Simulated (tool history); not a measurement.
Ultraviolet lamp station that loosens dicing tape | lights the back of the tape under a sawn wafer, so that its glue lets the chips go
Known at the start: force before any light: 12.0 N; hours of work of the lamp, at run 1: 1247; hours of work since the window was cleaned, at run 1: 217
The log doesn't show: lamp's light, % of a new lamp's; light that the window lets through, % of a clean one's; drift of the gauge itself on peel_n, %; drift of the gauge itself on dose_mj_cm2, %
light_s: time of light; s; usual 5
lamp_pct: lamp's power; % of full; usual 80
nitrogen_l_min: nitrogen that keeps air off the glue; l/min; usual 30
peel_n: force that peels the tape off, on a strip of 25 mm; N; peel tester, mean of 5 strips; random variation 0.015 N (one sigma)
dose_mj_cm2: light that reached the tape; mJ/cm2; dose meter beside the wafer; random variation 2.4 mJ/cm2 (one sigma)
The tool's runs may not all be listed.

| run | hour | light_s | lamp_pct | nitrogen_l_min | hours of work of the lamp | hours of work since the window was cleaned | peel_n | dose_mj_cm2 |
|---|---|---|---|---|---|---|---|---|
| 1 | 0 | 5 | 80 | 30 | 1247 | 217 | 2.041 | 148 |
| 2 | 62.4 | 5 | 80 | 30 | 1288 | 259 | 2.197 | 143 |
| 3 | 113.6 | 5 | 80 | 30 | 1322 | 293 | 2.326 | 138 |
|  | 147.6 | window cleaned of glue's vapour |
| 4 | 158.9 | 5 | 80 | 30 | 1352 | 8 | 1.844 | 159 |
|  | 192.2 | lamp changed |
| 5 | 215.6 | 5 | 80 | 30 | 16 | 45 | 0.78 | 242 |
| 6 | 284.8 | 5 | 80 | 30 | 61 | 90 | 0.867 | 228 |
| 7 | 353.6 | 5 | 80 | 30 | 107 | 136 | 0.912 | 228 |
| 8 | 411.9 | 5 | 65 | 30 | 146 | 175 | 1.525 | 177 |
| 9 | 471.2 | 5 | 79 | 30 | 185 | 214 | 1.118 | 212 |
| 10 | 512.2 | 5 | 79 | 30 | 213 | 242 | 1.11 | 202 |
| 11 | 547.6 | 5 | 79 | 30 | 236 | 265 | 1.193 | 198 |
| 12 | 597.6 | 5 | 80 | 20 | 269 | 298 | 1.776 | 198 |
|  | 625.8 | window cleaned of glue's vapour |
| 13 | 660.1 | 5 | 87 | 20 | 311 | 23 | 1.09 | 242 |
| 14 | 713 | 9 | 87 | 20 | 346 | 58 | 0.302 | 427 |
| 15 | 761.7 | 5 | 80 | 30 | 378 | 90 | 1.082 | 212 |
| 16 | 839.2 | 6 | 80 | 30 | 430 | 142 | 0.791 | 248 |
| 17 | 899 | 6 | 80 | 30 | 469 | 182 | 0.864 | 238 |
| 18 | 933.7 | 6 | 80 | 30 | 492 | 205 | 0.904 | 230 |
| 19 | 976.8 | 5 | 65 | 30 | 521 | 233 | 2.025 | 155 |
| 20 | 1042.9 | 5 | 63 | 30 | 565 | 277 | 2.299 | 139 |
| 21 | 1095.8 | 4 | 63 | 33 | 600 | 312 | 3.15 | 105 |
|  | 1100.5 | window cleaned of glue's vapour |
| 22 | 1168.1 | 5 | 82 | 17 | 648 | 45 | 1.79 | 204 |
| 23 | 1201.4 | 5 | 82 | 17 | 670 | 67 | 1.815 | 202 |
| 24 | 1262.1 | 8 | 92 | 11 | 710 | 107 | 0.846 | 350 |
| 25 | 1297.1 | 8 | 92 | 11 | 734 | 131 | 0.896 | 336 |
| 26 | 1353.5 | 3 | 95 | 58 | 771 | 168 | 1.863 | 128 |
| 27 | 1428.7 | 5 | 80 | 38 | 821 | 218 | 1.385 | 173 |
| 28 | 1490.2 | 5 | 80 | 38 | 862 | 259 | 1.548 | 162 |
| 29 | 1549.3 | 5 | 80 | 38 | 901 | 298 | 1.651 | 159 |
|  | 1578.4 | window cleaned of glue's vapour |
| 30 | 1616.9 | 8 | 80 | 38 | 946 | 26 | 0.416 | 297 |
| 31 | 1674.2 | 7 | 80 | 38 | 984 | 64 | 0.579 | 252 |
| 32 | 1741.7 | 7 | 80 | 38 | 1029 | 109 | 0.66 | 242 |
| 33 | 1806.2 | 7 | 80 | 38 | 1072 | 151 | 0.713 | 230 |
| 34 | 1861.1 | 7 | 80 | 38 | 1108 | 188 | 0.759 | 230 |
| 35 | 1896.5 | 5 | 83 | 43 | 1132 | 211 | 1.371 | 164 |
| 36 | 1961.2 | 5 | 83 | 43 | 1175 | 254 | 1.578 | 153 |
| 37 | 2014.4 | 5 | 83 | 43 | 1210 | 290 | 1.69 | 148 |
| 38 | 2049.6 | 10 | 83 | 34 | 1233 | 313 | 0.47 | 293 |
|  | 2055.1 | window cleaned of glue's vapour |
| 39 | 2089.5 | 6 | 93 | 11 | 1260 | 23 | 1.932 | 230 |

Forecast each of these 5 alternatives for the next run:
| A | 2141.3 | 3 | 69 | 9 | 1294 | 57 | ? | ? |
| B | 2141.3 | 5 | 73 | 30 | 1294 | 57 | ? | ? |
| C | 2141.3 | 8 | 84 | 56 | 1294 | 57 | ? | ? |
| D | 2141.3 | 5 | 80 | 15 | 1294 | 57 | ? | ? |
| E | 2141.3 | 6 | 93 | 34 | 1294 | 57 | ? | ? |

| run | peel_n | dose_mj_cm2 |
|---|---|---|
| A | 6.352 | 81 |
| B | 2.168 | 146 |
| C | 0.385 | 273 |
| D | 2.878 | 158 |
| E | 0.838 | 224 |
Without the tool's hidden state the same runs would have given:
| run | peel_n | dose_mj_cm2 |
|---|---|---|
| A | 4.503 | 128 |
| B | 0.9 | 229 |
| C | 0.198 | 425 |
| D | 1.346 | 248 |
| E | 0.309 | 350 |
